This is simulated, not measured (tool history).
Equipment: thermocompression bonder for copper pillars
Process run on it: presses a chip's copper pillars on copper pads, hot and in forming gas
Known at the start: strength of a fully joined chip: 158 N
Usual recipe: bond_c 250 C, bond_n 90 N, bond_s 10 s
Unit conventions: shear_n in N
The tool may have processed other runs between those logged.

Run 1, hour 0.0: usual settings. Result: shear_n 83.8 N.
Run 2, hour 18.9: usual settings. Result: shear_n 84.2 N.
Run 3, hour 32.4: usual settings. Result: shear_n 81.9 N.
Run 4, hour 54.0: usual settings. Result: shear_n 82.1 N.
Run 5, hour 76.4: usual settings. Result: shear_n 82.0 N.
Run 6, hour 100.5: usual settings but bond_c 262 C. Result: shear_n 92.9 N.
Run 7, hour 124.0: usual settings. Result: shear_n 79.9 N.
Run 8, hour 137.1: usual settings. Result: shear_n 79.9 N.
Run 9, hour 159.0: usual settings. Result: shear_n 78.6 N.
Run 10, hour 174.4: usual settings. Result: shear_n 79.4 N.
Run 11, hour 200.0: usual settings. Result: shear_n 79.4 N.
At hour 209.0: forming gas filter changed.
Run 12, hour 214.5: usual settings but bond_c 233 C. Result: shear_n 66.7 N.
Run 13, hour 233.2: usual settings but bond_c 263 C, bond_s 23 s. Result: shear_n 120.8 N.
Run 14, hour 253.3: usual settings but bond_c 255 C, bond_n 84 N, bond_s 6 s. Result: shear_n 67.6 N.
Run 15, hour 264.1: usual settings but bond_c 262 C, bond_n 84 N, bond_s 13 s. Result: shear_n 96.4 N.
Run 16, hour 275.6: usual settings but bond_c 262 C, bond_n 84 N, bond_s 13 s. Result: shear_n 93.4 N.
Run 17, hour 288.6: usual settings but bond_c 268 C, bond_n 130 N, bond_s 7 s. Result: shear_n 118.1 N.
Run 18, hour 310.5: usual settings but bond_c 268 C, bond_n 130 N, bond_s 7 s. Result: shear_n 116.9 N.
Run 19, hour 335.6: usual settings but bond_c 268 C, bond_n 130 N, bond_s 7 s. Result: shear_n 118.0 N.
Run 20, hour 346.7: usual settings but bond_n 82 N, bond_s 7 s. Result: shear_n 64.5 N.
Run 21, hour 366.6: usual settings but bond_n 130 N, bond_s 11 s. Result: shear_n 110.5 N.

Forecast each of these 5 alternatives for the next run:
Run A, hour 391.7: usual settings but bond_n 130 N, bond_s 12 s. Result: shear_n ?.
Run B, hour 391.7: usual settings but bond_c 262 C, bond_n 130 N, bond_s 11 s. Result: shear_n ?.
Run C, hour 391.7: usual settings but bond_n 68 N, bond_s 14 s. Result: shear_n ?.
Run D, hour 391.7: usual settings but bond_c 279 C, bond_n 86 N, bond_s 11 s. Result: shear_n ?.
Run E, hour 391.7: usual settings but bond_n 59 N. Result: shear_n ?.

run  shear_n
  A    110.1
  B    120.7
  C     65.4
  D    104.0
  E     50.4
Without the tool's unlogged condition, the same runs would have read:
run  shear_n
  A    123.3
  B    133.8
  C     75.8
  D    116.7
  E     58.9

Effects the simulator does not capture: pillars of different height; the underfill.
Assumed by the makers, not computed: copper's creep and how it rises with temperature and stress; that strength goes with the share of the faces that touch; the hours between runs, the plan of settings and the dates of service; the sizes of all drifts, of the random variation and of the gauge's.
